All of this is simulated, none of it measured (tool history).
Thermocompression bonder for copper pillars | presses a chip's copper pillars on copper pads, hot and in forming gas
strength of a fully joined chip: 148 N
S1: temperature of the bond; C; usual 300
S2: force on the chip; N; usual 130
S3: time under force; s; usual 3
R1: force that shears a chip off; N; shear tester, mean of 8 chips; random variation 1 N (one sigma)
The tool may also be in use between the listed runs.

{"run": 1, "day": 0.0, "S1": 300, "S2": 130, "S3": 3, "R1": 82.7}
{"run": 2, "day": 0.279, "S1": 326, "S2": 130, "S3": 3, "R1": 103.6}
{"run": 3, "day": 0.512, "S1": 326, "S2": 130, "S3": 3, "R1": 100.3}
{"run": 4, "day": 0.925, "S1": 326, "S2": 130, "S3": 3, "R1": 101.6}
{"run": 5, "day": 1.362, "S1": 300, "S2": 130, "S3": 7, "R1": 103.6}
{"run": 6, "day": 1.55, "S1": 312, "S2": 130, "S3": 7, "R1": 112.9}
{"run": 7, "day": 1.979, "S1": 300, "S2": 130, "S3": 4, "R1": 89.8}
{"day": 2.092, "done": "heater calibrated with a thermocouple chip"}
{"run": 8, "day": 2.454, "S1": 300, "S2": 130, "S3": 4, "R1": 91.2}
{"run": 9, "day": 2.688, "S1": 300, "S2": 130, "S3": 3, "R1": 82.1}
{"run": 10, "day": 2.883, "S1": 285, "S2": 130, "S3": 4, "R1": 78.7}
{"run": 11, "day": 3.108, "S1": 283, "S2": 96, "S3": 2, "R1": 46.4}
{"run": 12, "day": 3.517, "S1": 283, "S2": 96, "S3": 2, "R1": 44.5}
{"run": 13, "day": 3.871, "S1": 283, "S2": 96, "S3": 2, "R1": 45.8}
{"run": 14, "day": 4.283, "S1": 283, "S2": 130, "S3": 3, "R1": 70.3}
{"day": 4.558, "done": "heater calibrated with a thermocouple chip, once more"}
{"run": 15, "day": 4.596, "S1": 286, "S2": 160, "S3": 4, "R1": 89.7}
{"run": 16, "day": 4.779, "S1": 327, "S2": 127, "S3": 2, "R1": 90.6}
{"run": 17, "day": 4.983, "S1": 297, "S2": 163, "S3": 3, "R1": 92.4}

4 ways to go on from here, each from the tool as it stands after run 17. What would each give?
{"run": "A", "day": 5.3, "S1": 280, "S2": 163, "S3": 4, "R1": "?"}
{"run": "B", "day": 5.3, "S1": 288, "S2": 163, "S3": 3, "R1": "?"}
{"run": "C", "day": 5.3, "S1": 297, "S2": 179, "S3": 3, "R1": "?"}
{"run": "D", "day": 5.3, "S1": 326, "S2": 149, "S3": 5, "R1": "?"}

run=A R1=87.6
run=B R1=87.8
run=C R1=98.9
run=D R1=118.0
Without the tool's hidden state the same runs would have given:
run=A R1=95.9
run=B R1=96.1
run=C R1=108.0
run=D R1=128.2
